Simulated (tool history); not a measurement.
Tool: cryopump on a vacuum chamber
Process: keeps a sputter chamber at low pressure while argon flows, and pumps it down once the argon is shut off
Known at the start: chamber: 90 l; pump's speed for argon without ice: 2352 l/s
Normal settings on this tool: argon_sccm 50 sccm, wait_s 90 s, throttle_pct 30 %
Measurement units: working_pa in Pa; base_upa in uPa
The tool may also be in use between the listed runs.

run	hour	argon_sccm	wait_s	throttle_pct	working_pa	base_upa
1	0	50	90	30	0.1204	0.95
2	84	50	90	30	0.1216	0.9
3	132.4	50	90	30	0.1197	0.93
4	240	50	90	30	0.1209	0.92
5	346.8	50	90	30	0.1224	0.95
6	417.9	51	51	34	0.1116	1.46
7	477	26	37	17	0.1115	1.94
8	532.6	26	37	17	0.1114	1.99
9	642.1	40	90	22	0.1341	1.02
10	692.1	84	175	24	0.2599	0.65

Predict each of these 3 candidate next runs independently; none follows another, all start after run 10:
A	798.4	35	90	18	?	?
B	798.4	22	229	43	?	?
C	798.4	50	40	30	?	?

run	working_pa	base_upa
A	0.1431	1.03
B	0.0388	0.56
C	0.1252	1.86
With no hidden state in the tool, these same runs would have given:
run	working_pa	base_upa
A	0.1393	0.86
B	0.0364	0.4
C	0.1197	1.7
